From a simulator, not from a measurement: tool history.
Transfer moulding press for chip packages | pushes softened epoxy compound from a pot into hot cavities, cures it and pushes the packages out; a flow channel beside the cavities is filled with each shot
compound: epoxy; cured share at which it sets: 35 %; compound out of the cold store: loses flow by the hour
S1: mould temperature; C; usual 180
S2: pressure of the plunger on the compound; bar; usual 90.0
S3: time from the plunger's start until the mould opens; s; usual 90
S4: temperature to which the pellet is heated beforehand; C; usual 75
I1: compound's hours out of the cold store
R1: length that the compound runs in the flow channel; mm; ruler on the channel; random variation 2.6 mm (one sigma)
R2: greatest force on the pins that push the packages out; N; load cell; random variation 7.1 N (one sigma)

run   hour   S1     S2   S3  S4    I1   R1   R2
  1    0.0  180   90.0   90  75  26.6  480  358
  2   34.1  180   90.0   90  75  45.6  436  415
      46.3  -- plunger's sealing rings changed
      67.3  -- cavities cleaned with cleaning compound and waxed
  3   82.0  185   90.0   90  75  43.3  466  448
  4  119.1  180   90.0   90  75  20.3  528  471
  5  150.9  180   90.0   90  75  23.5  516  462
     156.5  -- cavities cleaned with cleaning compound and waxed
  6  224.3  180   90.0   90  75  13.3  537  423
     245.0  -- cavities cleaned with cleaning compound and waxed
  7  284.9  180   97.3   90  75  43.0  487  392
     333.0  -- cavities cleaned with cleaning compound and waxed
  8  334.6  175   74.8  127  69  34.0  448  266
  9  390.7  180   87.8   73  75  13.9  518  591
     421.9  -- cavities cleaned with cleaning compound and waxed
     449.1  -- cavities cleaned with cleaning compound and waxed, once more
 10  456.8  180  107.5  121  75  21.3  549  274
 11  509.1  180  107.5  121  75  37.0  505  368
     538.3  -- cavities cleaned with cleaning compound and waxed
 12  563.3  180  107.5  121  75  17.2  551  325
     588.6  -- plunger's sealing rings changed
     628.7  -- mould's thermocouples calibrated
     630.2  -- cavities cleaned with cleaning compound and waxed
 13  634.1  180   90.0   90  75   8.6  558  301

3 ways to go on from here, each from the tool as it stands after run 13. What would each give?
  A  665.7  180   90.0  90  81  15.8   ?   ?
  B  665.7  180   75.8  90  76  47.2   ?   ?
  C  665.7  180  107.1  90  75  24.3   ?   ?

run   R1   R2
  A  539  393
  B  425  365
  C  571  400
Without the tool's hidden state the same runs would have given:
run   R1   R2
  A  546  288
  B  431  265
  C  579  296

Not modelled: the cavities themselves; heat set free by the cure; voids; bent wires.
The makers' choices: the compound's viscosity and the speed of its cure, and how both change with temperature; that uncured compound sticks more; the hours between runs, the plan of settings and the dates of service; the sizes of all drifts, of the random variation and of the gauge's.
